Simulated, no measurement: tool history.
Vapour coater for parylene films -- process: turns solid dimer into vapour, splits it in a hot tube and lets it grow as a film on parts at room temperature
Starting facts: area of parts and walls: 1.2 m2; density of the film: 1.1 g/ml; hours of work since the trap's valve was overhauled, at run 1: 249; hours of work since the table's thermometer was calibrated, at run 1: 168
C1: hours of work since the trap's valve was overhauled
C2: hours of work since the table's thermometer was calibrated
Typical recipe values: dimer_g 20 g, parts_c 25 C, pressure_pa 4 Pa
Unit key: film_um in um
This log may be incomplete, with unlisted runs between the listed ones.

run 1 hour=0 | dimer_g=20 parts_c=25 pressure_pa=4 | C1=249 C2=168 | film_um=8.91
run 2 hour=19.5 | dimer_g=20 parts_c=25 pressure_pa=4 | C1=259 C2=178 | film_um=8.76
run 3 hour=31 | dimer_g=15 parts_c=25 pressure_pa=4 | C1=265 C2=184 | film_um=6.62
run 4 hour=42.8 | dimer_g=15 parts_c=25 pressure_pa=4 | C1=271 C2=190 | film_um=6.68
run 5 hour=57.9 | dimer_g=20 parts_c=25 pressure_pa=4 | C1=278 C2=197 | film_um=8.75
run 6 hour=70.8 | dimer_g=20 parts_c=25 pressure_pa=4 | C1=285 C2=204 | film_um=8.77
-- hour=73 table's thermometer calibrated
run 7 hour=80.7 | dimer_g=20 parts_c=25 pressure_pa=4 | C1=289 C2=4 | film_um=8.64

Forecast run 8:
run 8 hour=98.4 | dimer_g=20 parts_c=25 pressure_pa=7.18 | C1=298 C2=13 | film_um=?

Run 8 produced film_um 8.31 um.
With the hidden condition absent and the run-to-run variation left alone, this run would have shown film_um 9.42 um.
